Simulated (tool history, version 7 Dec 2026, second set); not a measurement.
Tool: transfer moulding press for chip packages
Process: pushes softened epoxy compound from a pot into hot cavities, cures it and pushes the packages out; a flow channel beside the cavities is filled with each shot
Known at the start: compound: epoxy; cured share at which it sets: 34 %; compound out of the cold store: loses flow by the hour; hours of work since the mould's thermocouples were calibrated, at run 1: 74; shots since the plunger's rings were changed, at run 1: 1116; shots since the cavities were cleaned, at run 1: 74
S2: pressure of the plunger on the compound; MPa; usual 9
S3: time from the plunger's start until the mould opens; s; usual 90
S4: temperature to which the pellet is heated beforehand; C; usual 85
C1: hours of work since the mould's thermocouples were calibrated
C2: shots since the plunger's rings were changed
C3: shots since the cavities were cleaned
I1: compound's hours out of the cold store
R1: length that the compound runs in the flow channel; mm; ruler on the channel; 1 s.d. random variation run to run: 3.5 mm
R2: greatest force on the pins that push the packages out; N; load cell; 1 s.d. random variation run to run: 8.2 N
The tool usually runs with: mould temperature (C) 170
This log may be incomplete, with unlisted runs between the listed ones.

Run 1, day 0: usual settings; C1 74; C2 1116; C3 74; I1 10.2. Result: R1 789 mm, R2 366 N.
Run 2, day 1.829: usual settings; C1 94; C2 1477; C3 435; I1 25.4. Result: R1 715 mm, R2 360 N.
At day 2.338: cavities cleaned with cleaning compound and waxed.
Run 3, day 3.033: usual settings but S4 94 C; C1 106; C2 1704; C3 139; I1 43.4. Result: R1 648 mm, R2 348 N.
Run 4, day 4.217: usual settings; C1 119; C2 1937; C3 372; I1 29.9. Result: R1 702 mm, R2 354 N.
At day 5.188: cavities cleaned with cleaning compound and waxed.
Run 5, day 5.925: usual settings; C1 136; C2 2263; C3 146; I1 17.3. Result: R1 748 mm, R2 373 N.
Run 6, day 7.529: usual settings; C1 153; C2 2580; C3 463; I1 10.6. Result: R1 782 mm, R2 395 N.
At day 7.975: cavities cleaned with cleaning compound and waxed.
Run 7, day 9.2: usual settings; C1 171; C2 2898; C3 242; I1 34.5. Result: R1 683 mm, R2 352 N.
At day 10.812: cavities cleaned with cleaning compound and waxed.
Run 8, day 11.046: usual settings but S3 87 s; C1 190; C2 3251; C3 46; I1 26.5. Result: R1 721 mm, R2 392 N.
Run 9, day 12.588: usual settings but S3 74 s; C1 206; C2 3556; C3 351; I1 42.4. Result: R1 651 mm, R2 473 N.
At day 13.642: cavities cleaned with cleaning compound and waxed.
Run 10, day 14.417: usual settings but S3 74 s; C1 225; C2 3905; C3 153; I1 13.7. Result: R1 765 mm, R2 534 N.
Run 11, day 16.242: usual settings but mould temperature (C) 163, S3 74 s; C1 244; C2 4266; C3 514; I1 34.8. Result: R1 705 mm, R2 810 N.
At day 16.417: cavities cleaned with cleaning compound and waxed.
Run 12, day 17.429: usual settings but S2 10.73 MPa; C1 256; C2 4489; C3 201; I1 42.4. Result: R1 706 mm, R2 358 N.
At day 19.167: cavities cleaned with cleaning compound and waxed.
Run 13, day 19.683: usual settings but S2 8.63 MPa, S3 124 s, S4 79 C; C1 280; C2 4922; C3 102; I1 44.1. Result: R1 631 mm, R2 288 N.
At day 20.596: plunger's sealing rings changed.
Run 14, day 21.004: usual settings but mould temperature (C) 166, S3 103 s; C1 293; C2 81; C3 343; I1 46.1. Result: R1 655 mm, R2 362 N.
At day 22.071: cavities cleaned with cleaning compound and waxed.
Run 15, day 22.488: usual settings but mould temperature (C) 166, S3 103 s; C1 308; C2 362; C3 82; I1 33.8. Result: R1 695 mm, R2 358 N.
Run 16, day 24.504: usual settings but mould temperature (C) 169, S3 103 s; C1 330; C2 761; C3 481; I1 33.6. Result: R1 688 mm, R2 332 N.
At day 24.888: cavities cleaned with cleaning compound and waxed.
Run 17, day 26.662: usual settings but mould temperature (C) 165, S2 10.09 MPa, S3 82 s; C1 352; C2 1176; C3 351; I1 42.8. Result: R1 705 mm, R2 561 N.
At day 27.658: cavities cleaned with cleaning compound and waxed.
Run 18, day 27.746: usual settings but S4 90 C; C1 363; C2 1378; C3 17; I1 25.4. Result: R1 719 mm, R2 365 N.
Run 19, day 29.604: usual settings but mould temperature (C) 176, S2 10.84 MPa, S3 75 s, S4 91 C; C1 383; C2 1745; C3 384; I1 31.8. Result: R1 739 mm, R2 353 N.
At day 30.379: cavities cleaned with cleaning compound and waxed.
Run 20, day 30.771: usual settings but mould temperature (C) 168, S2 9.85 MPa, S3 101 s, S4 88 C; C1 395; C2 1964; C3 78; I1 35.2. Result: R1 717 mm, R2 333 N.
Run 21, day 32.325: usual settings but S2 10.86 MPa, S3 129 s; C1 411; C2 2271; C3 385; I1 15.4. Result: R1 834 mm, R2 308 N.
At day 33.171: cavities cleaned with cleaning compound and waxed.
Run 22, day 33.996: usual settings but mould temperature (C) 169, S4 76 C; C1 428; C2 2590; C3 164; I1 9.8. Result: R1 794 mm, R2 431 N.
Run 23, day 35.671: usual settings but mould temperature (C) 168, S2 8 MPa, S3 101 s, S4 91 C; C1 446; C2 2921; C3 495; I1 41.3. Result: R1 625 mm, R2 335 N.

Results for each run, recomputed without the tool's hidden state and with each run's random variation untouched:
What the log doesn't record here: true mould temperature over the reading, C; pressure that reaches the compound, % of what is set; grip of the stained cavities, % over clean ones'; drift of the gauge itself on flow_mm, %; drift of the gauge itself on push_out_n, %.
run   R2
  1  365
  2  355
  3  346
  4  351
  5  370
  6  390
  7  349
  8  391
  9  468
 10  531
 11  800
 12  356
 13  287
 14  358
 15  356
 16  328
 17  555
 18  365
 19  350
 20  332
 21  304
 22  428
 23  331
R1: at most 1 mm away from the measurement, every run.
